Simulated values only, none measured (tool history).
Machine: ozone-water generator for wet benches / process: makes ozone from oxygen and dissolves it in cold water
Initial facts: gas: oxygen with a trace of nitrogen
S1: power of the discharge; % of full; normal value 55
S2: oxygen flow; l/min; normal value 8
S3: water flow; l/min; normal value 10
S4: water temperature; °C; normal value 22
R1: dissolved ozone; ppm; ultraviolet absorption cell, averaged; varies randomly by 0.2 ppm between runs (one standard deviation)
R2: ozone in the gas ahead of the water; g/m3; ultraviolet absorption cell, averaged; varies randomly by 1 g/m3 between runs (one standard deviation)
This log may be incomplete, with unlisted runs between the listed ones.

Run 1, hour 0: usual settings. Result: R1 27.9 ppm, R2 183.7 g/m3.
Run 2, hour 22: usual settings. Result: R1 27.8 ppm, R2 184.1 g/m3.
Run 3, hour 62.4: usual settings. Result: R1 28.1 ppm, R2 184.9 g/m3.
Run 4, hour 82.6: usual settings. Result: R1 27.6 ppm, R2 185.1 g/m3.
Run 5, hour 123.9: usual settings but S2 5.65 l/min. Result: R1 30.9 ppm, R2 223.7 g/m3.
Run 6, hour 161.3: usual settings but S2 5.65 l/min. Result: R1 30.9 ppm, R2 223.9 g/m3.
Run 7, hour 188.3: usual settings but S2 5.65 l/min. Result: R1 30.5 ppm, R2 224.5 g/m3.
Run 8, hour 210.9: usual settings but S2 5.65 l/min. Result: R1 31.2 ppm, R2 226.9 g/m3.
Run 9, hour 250.7: usual settings but S2 5.65 l/min. Result: R1 31 ppm, R2 224.3 g/m3.
Run 10, hour 280.5: usual settings but S2 5.65 l/min, S3 6 l/min. Result: R1 39.4 ppm, R2 223.3 g/m3.
Run 11, hour 316.5: usual settings but S1 86 % of full. Result: R1 39 ppm, R2 254.7 g/m3.
Run 12, hour 342.7: usual settings but S1 59 % of full, S3 8 l/min, S4 24 °C. Result: R1 30.8 ppm, R2 194.4 g/m3.
Run 13, hour 362.9: usual settings but S2 7.91 l/min. Result: R1 28.1 ppm, R2 185.3 g/m3.
Run 14, hour 401.6: usual settings but S2 7.91 l/min. Result: R1 28.5 ppm, R2 185.8 g/m3.
Run 15, hour 433.2: usual settings but S1 44 % of full, S2 10.45 l/min, S3 14 l/min, S4 30 °C. Result: R1 15.1 ppm, R2 134.8 g/m3.
Run 16, hour 451.1: usual settings but S4 27 °C. Result: R1 24.9 ppm, R2 184.6 g/m3.
Run 17, hour 489.8: usual settings but S1 81 % of full, S2 4.08 l/min, S3 9 l/min, S4 26 °C. Result: R1 42.9 ppm, R2 361.8 g/m3.
Run 18, hour 510.7: usual settings but S1 81 % of full, S2 4.08 l/min, S3 9 l/min, S4 26 °C. Result: R1 42.6 ppm, R2 362.9 g/m3.
Run 19, hour 537.7: usual settings but S2 12.43 l/min, S3 8 l/min, S4 16 °C. Result: R1 30.5 ppm, R2 146.2 g/m3.

Removed from this log: 1 entry logged between the listed runs. Between which two listed runs does each belong, and how does the tool's hidden state at the listed run before it compare with that at the listed run after it?
Run 16 -> run 17: contactor cleaned (hour 464.9)
  contactor's efficiency, % of a clean one's: 99.9 -> 100
